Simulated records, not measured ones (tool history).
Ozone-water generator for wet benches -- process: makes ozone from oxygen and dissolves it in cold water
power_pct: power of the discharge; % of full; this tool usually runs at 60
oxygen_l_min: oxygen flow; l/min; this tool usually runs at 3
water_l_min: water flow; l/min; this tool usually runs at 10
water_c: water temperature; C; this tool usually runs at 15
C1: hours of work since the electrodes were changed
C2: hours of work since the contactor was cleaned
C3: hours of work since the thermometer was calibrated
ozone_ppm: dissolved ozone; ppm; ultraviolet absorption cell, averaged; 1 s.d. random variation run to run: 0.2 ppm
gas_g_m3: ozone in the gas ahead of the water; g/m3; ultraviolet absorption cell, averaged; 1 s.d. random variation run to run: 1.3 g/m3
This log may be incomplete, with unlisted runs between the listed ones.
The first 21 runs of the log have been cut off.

run 22 hour=540.9 | power_pct=51 oxygen_l_min=3.92 water_l_min=15 water_c=17 | C1=964 C2=5309 C3=2495 | ozone_ppm=19.1 gas_g_m3=182.7
run 23 hour=575.6 | power_pct=73 oxygen_l_min=2.84 water_l_min=10 water_c=15 | C1=995 C2=5339 C3=2526 | ozone_ppm=31.1 gas_g_m3=261.5
run 24 hour=593.4 | power_pct=49 oxygen_l_min=2.17 water_l_min=13 water_c=13 | C1=1010 C2=5355 C3=2542 | ozone_ppm=19 gas_g_m3=228.6
run 25 hour=622 | power_pct=54 oxygen_l_min=2.03 water_l_min=8 water_c=14 | C1=1036 C2=5381 C3=2567 | ozone_ppm=29.3 gas_g_m3=252
run 26 hour=652.1 | power_pct=54 oxygen_l_min=2.03 water_l_min=8 water_c=14 | C1=1063 C2=5407 C3=2594 | ozone_ppm=29.6 gas_g_m3=249.1
run 27 hour=676.7 | power_pct=54 oxygen_l_min=2.29 water_l_min=7 water_c=10 | C1=1085 C2=5429 C3=2616 | ozone_ppm=34.6 gas_g_m3=236.1
run 28 hour=691.7 | power_pct=60 oxygen_l_min=2.99 water_l_min=6 water_c=15 | C1=1098 C2=5443 C3=2629 | ozone_ppm=38 gas_g_m3=226.6
run 29 hour=711.5 | power_pct=63 oxygen_l_min=1.98 water_l_min=6 water_c=7 | C1=1115 C2=5460 C3=2647 | ozone_ppm=43 gas_g_m3=274.7
run 30 hour=739.7 | power_pct=76 oxygen_l_min=2.24 water_l_min=10 water_c=9 | C1=1141 C2=5485 C3=2672 | ozone_ppm=33 gas_g_m3=294.1
run 31 hour=770.6 | power_pct=69 oxygen_l_min=3 water_l_min=8 water_c=13 | C1=1168 C2=5513 C3=2699 | ozone_ppm=36.1 gas_g_m3=245.4
run 32 hour=792.1 | power_pct=69 oxygen_l_min=3 water_l_min=8 water_c=13 | C1=1187 C2=5532 C3=2718 | ozone_ppm=35.6 gas_g_m3=244.8
run 33 hour=816.5 | power_pct=60 oxygen_l_min=2.03 water_l_min=10 water_c=9 | C1=1209 C2=5554 C3=2740 | ozone_ppm=27.8 gas_g_m3=265.2

4 options for the next run, each taken on its own from the tool as it stands now. Forecast them:
run A hour=839.7 | power_pct=60 oxygen_l_min=3.31 water_l_min=10 water_c=8 | C1=1230 C2=5574 C3=2761 | ozone_ppm=? gas_g_m3=?
run B hour=839.7 | power_pct=60 oxygen_l_min=2.03 water_l_min=13 water_c=9 | C1=1230 C2=5574 C3=2761 | ozone_ppm=? gas_g_m3=?
run C hour=839.7 | power_pct=60 oxygen_l_min=1.68 water_l_min=10 water_c=11 | C1=1230 C2=5574 C3=2761 | ozone_ppm=? gas_g_m3=?
run D hour=839.7 | power_pct=41 oxygen_l_min=1.6 water_l_min=10 water_c=11 | C1=1230 C2=5574 C3=2761 | ozone_ppm=? gas_g_m3=?

run=A ozone_ppm=31.1 gas_g_m3=215.3
run=B ozone_ppm=22.1 gas_g_m3=265
run=C ozone_ppm=26 gas_g_m3=286.2
run=D ozone_ppm=20.2 gas_g_m3=231.5
What these runs would have given with no unlogged condition in the tool:
run=A ozone_ppm=33.3 gas_g_m3=220.3
run=B ozone_ppm=23.8 gas_g_m3=271.1
run=C ozone_ppm=27.8 gas_g_m3=292.8
run=D ozone_ppm=21.5 gas_g_m3=235.3
